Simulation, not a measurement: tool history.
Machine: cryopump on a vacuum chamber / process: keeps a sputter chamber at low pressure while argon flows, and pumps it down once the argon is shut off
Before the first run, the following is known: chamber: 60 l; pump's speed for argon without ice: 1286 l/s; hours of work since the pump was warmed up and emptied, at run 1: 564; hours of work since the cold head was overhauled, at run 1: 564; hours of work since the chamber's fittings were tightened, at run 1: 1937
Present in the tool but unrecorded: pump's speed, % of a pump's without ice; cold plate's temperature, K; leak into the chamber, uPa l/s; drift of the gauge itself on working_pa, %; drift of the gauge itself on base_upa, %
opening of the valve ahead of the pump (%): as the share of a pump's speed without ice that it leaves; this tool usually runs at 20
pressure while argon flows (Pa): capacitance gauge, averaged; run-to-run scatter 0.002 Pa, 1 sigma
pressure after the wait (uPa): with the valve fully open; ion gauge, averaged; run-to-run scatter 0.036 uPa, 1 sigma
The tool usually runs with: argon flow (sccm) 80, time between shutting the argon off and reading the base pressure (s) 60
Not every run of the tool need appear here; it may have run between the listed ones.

run   hour  argon flow (sccm)  time between shutting the argon off and reading the base pressure (s)  opening of the valve ahead of the pump (%)  hours of work since the pump was warmed up and emptied  hours of work since the cold head was overhauled  hours of work since the chamber's fittings were tightened  pressure while argon flows (Pa)  pressure after the wait (uPa)
  1    0.0                 80                                                                     60                                          20                                                     564                                               564                                                       1937                           0.5447                           3.43
  2   43.4                 96                                                                     60                                          20                                                     596                                               596                                                       1969                           0.6589                           3.60
  3  118.5                 96                                                                     60                                          20                                                     651                                               651                                                       2024                           0.6564                           3.53
  4  205.2                 96                                                                     60                                          57                                                     715                                               715                                                       2088                           0.2532                           3.67
  5  283.4                 80                                                                     60                                          20                                                     772                                               772                                                       2145                           0.5550                           3.76
     303.8  -- pump warmed up, emptied and cooled again
  6  344.2                 80                                                                     60                                          20                                                      30                                               813                                                       2186                           0.5264                           3.44
  7  389.0                 80                                                                     60                                          20                                                      63                                               846                                                       2219                           0.5304                           3.42
  8  432.3                 60                                                                     60                                          20                                                      94                                               878                                                       2251                           0.3991                           3.57
  9  500.6                125                                                                    113                                          23                                                     144                                               928                                                       2301                           0.7259                           2.69
 10  589.2                 58                                                                    199                                          20                                                     209                                               993                                                       2366                           0.3866                           2.40
 11  669.4                 34                                                                    123                                          20                                                     268                                              1051                                                       2425                           0.2272                           2.83
 12  755.0                 34                                                                    123                                          20                                                     331                                              1114                                                       2487                           0.2292                           2.81
 13  826.4                 43                                                                    123                                          39                                                     383                                              1167                                                       2540                           0.1519                           2.90

Branching from run 13: 5 alternative next runs. What would each branch give?
  A  906.5                 65                                                                    119                                          35                                                     442                                              1225                                                       2599                                ?                              ?
  B  906.5                 43                                                                     28                                          39                                                     442                                              1225                                                       2599                                ?                              ?
  C  906.5                 43                                                                     61                                          16                                                     442                                              1225                                                       2599                                ?                              ?
  D  906.5                 80                                                                     60                                          24                                                     442                                              1225                                                       2599                                ?                              ?
  E  906.5                 73                                                                     60                                          20                                                     442                                              1225                                                       2599                                ?                              ?

run  pressure while argon flows (Pa)  pressure after the wait (uPa)
  A                           0.2550                           3.06
  B                           0.1535                           5.97
  C                           0.3621                           3.85
  D                           0.4535                           4.06
  E                           0.4939                           3.87
Stripped of hidden state, with their random variation kept, the same runs would have yielded:
run  pressure while argon flows (Pa)  pressure after the wait (uPa)
  A                           0.2426                           1.16
  B                           0.1453                           4.08
  C                           0.3539                           1.97
  D                           0.4383                           2.11
  E                           0.4800                           2.00

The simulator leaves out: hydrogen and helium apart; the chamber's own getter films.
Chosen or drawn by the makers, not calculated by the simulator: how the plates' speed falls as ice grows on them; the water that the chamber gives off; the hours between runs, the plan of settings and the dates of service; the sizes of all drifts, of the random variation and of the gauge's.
